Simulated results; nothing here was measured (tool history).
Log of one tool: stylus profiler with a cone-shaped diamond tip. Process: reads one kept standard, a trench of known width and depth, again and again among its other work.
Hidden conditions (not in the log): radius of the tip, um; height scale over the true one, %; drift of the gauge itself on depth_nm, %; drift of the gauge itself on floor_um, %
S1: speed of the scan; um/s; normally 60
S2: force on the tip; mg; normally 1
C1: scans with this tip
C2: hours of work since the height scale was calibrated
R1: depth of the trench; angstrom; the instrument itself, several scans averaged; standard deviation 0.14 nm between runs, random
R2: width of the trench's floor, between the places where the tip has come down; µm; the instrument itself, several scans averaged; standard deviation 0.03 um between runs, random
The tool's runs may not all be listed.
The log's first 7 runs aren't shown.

run,hour,S1,S2,C1,C2,R1,R2
8,183.5,134,1,2965,670,5025.5,96.74
9,202.8,60,1,3006,680,5027.9,96.92
10,221.4,60,1,3046,689,5026.1,96.9
11,245.7,60,1,3098,700,5028.2,96.88
12,270.1,60,1,3150,712,5024.3,97.01
13,296.3,60,1,3206,725,5024.5,96.94
14,314.7,60,1,3245,734,5026.6,96.91
15,330.5,60,1,3279,741,5027.2,96.93
16,361.2,60,1,3345,756,5023,96.9
17,390,60,1,3406,770,5024.8,96.87
18,404.2,60,1,3437,777,5022,96.91
19,436.6,60,1,3506,793,5024.7,96.92
20,458.3,60,1,3552,803,5022.3,96.94
21,491.6,60,1,3623,819,5023.9,96.9
22,521.4,60,1,3687,834,5023,96.93
23,542.8,60,1,3733,844,5025.4,96.81
24,564.9,60,1,3780,855,5022.6,96.85
25,579.5,124,1.06,3811,862,5022.4,96.74
26,613.6,24,1.39,3884,878,5031.9,97.03
27,637.5,102,2.47,3935,890,5056.1,96.88
28,657,145,0.95,3977,899,5023.3,96.63
29,673.3,145,0.95,4012,907,5019.6,96.63
30,700.1,53,1.28,4069,920,5025.6,96.96
31,729.2,99,0.58,4131,934,5007.9,96.65
32,751.4,26,1.47,4179,945,5032.4,96.96

Estimate the outcome of run 33 from the log above:
33,777.6,26,0.94,4235,957,?,?

R1: 5018.2 angstrom
R2: 96.89 µm
Take away the tool's hidden state, keep the run-to-run variation as it was, and the same run would have given R1 5040 angstrom, R2 97.24 µm.
